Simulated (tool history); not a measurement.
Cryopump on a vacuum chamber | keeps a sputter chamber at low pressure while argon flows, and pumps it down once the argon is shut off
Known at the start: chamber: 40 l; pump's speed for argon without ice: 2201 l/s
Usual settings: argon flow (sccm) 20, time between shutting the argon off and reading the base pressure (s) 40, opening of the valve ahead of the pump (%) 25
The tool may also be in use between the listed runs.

run    hour  argon flow (sccm)  time between shutting the argon off and reading the base pressure (s)  opening of the valve ahead of the pump (%)  pressure while argon flows (Pa)  pressure after the wait (uPa)
  1     0.0                 20                                                                     40                                          25                           0.0632                           2.27
  2    61.8                 20                                                                     40                                          25                           0.0632                           2.28
  3   127.6                 20                                                                     40                                          25                           0.0632                           2.32
  4   177.7                 20                                                                     40                                          25                           0.0632                           2.36
  5   277.9                 20                                                                     40                                          25                           0.0634                           2.56
  6   351.0                 20                                                                     40                                          25                           0.0635                           2.47
  7   400.1                 10                                                                     40                                          25                           0.0316                           2.64
  8   446.7                 20                                                                     40                                          25                           0.0635                           2.61
  9   543.0                 20                                                                     40                                          25                           0.0647                           2.67
 10   602.1                 20                                                                     40                                          25                           0.0657                           2.72
 11   662.6                 20                                                                     40                                          25                           0.0653                           2.80
 12   732.0                 20                                                                     40                                          25                           0.0663                           2.88
      819.7  -- pump warmed up, emptied and cooled again
 13   833.4                 20                                                                     40                                          25                           0.0621                           2.51
 14   893.3                 20                                                                     40                                          18                           0.0868                           2.59
 15   953.7                 18                                                                     22                                          25                           0.0555                           3.45
 16  1059.6                 18                                                                     22                                          25                           0.0563                           3.58
 17  1142.1                 17                                                                    177                                          39                           0.0357                           2.08
 18  1229.6                 17                                                                    177                                          39                           0.0357                           2.10
 19  1275.9                 17                                                                    177                                          39                           0.0355                           2.15
 20  1335.3                 17                                                                    177                                          39                           0.0351                           2.19
 21  1379.1                 29                                                                     40                                          25                           0.0933                           3.07
     1387.6  -- leaking fittings of the chamber tightened, without venting
 22  1451.5                 25                                                                    242                                          21                           0.0949                           0.40
 23  1504.1                 17                                                                     40                                          15                           0.0906                           1.22
 24  1561.5                 32                                                                    286                                          25                           0.1032                           0.41
 25  1647.7                 24                                                                    263                                          25                           0.0790                           0.50
 26  1738.3                 24                                                                     86                                          42                           0.0480                           0.79
     1840.8  -- pump warmed up, emptied and cooled again
 27  1849.8                 18                                                                    180                                          58                           0.0243                           0.59

Measured less the same run without the tool's hidden state. The same run-to-run variation is in both; the gauge's scatter may not be:
The hidden state here: pump's speed, % of a pump's without ice; cold plate's temperature, K; leak into the chamber, uPa l/s; drift of the gauge itself on working_pa, %; drift of the gauge itself on base_upa, %.
run  pressure while argon flows (Pa)  pressure after the wait (uPa)
  1                          +0.0011                          +1.15
  2                          +0.0013                          +1.18
  3                          +0.0016                          +1.21
  4                          +0.0017                          +1.27
  5                          +0.0021                          +1.40
  6                          +0.0024                          +1.38
  7                          +0.0014                          +1.50
  8                          +0.0029                          +1.50
  9                          +0.0035                          +1.58
 10                          +0.0037                          +1.64
 11                          +0.0041                          +1.70
 12                          +0.0044                          +1.77
 13                          +0.0003                          +1.42
 14                          +0.0005                          +1.47
 15                          +0.0006                          +1.51
 16                          +0.0011                          +1.64
 17                          +0.0013                          +1.73
 18                          +0.0016                          +1.73
 19                          +0.0018                          +1.79
 20                          +0.0020                          +1.83
 21                          +0.0038                          +1.94
 22                          +0.0037                          +0.08
 23                          +0.0028                          +0.11
 24                          +0.0056                          +0.15
 25                          +0.0049                          +0.20
 26                          +0.0054                          +0.25
 27                          +0.0003                          +0.21

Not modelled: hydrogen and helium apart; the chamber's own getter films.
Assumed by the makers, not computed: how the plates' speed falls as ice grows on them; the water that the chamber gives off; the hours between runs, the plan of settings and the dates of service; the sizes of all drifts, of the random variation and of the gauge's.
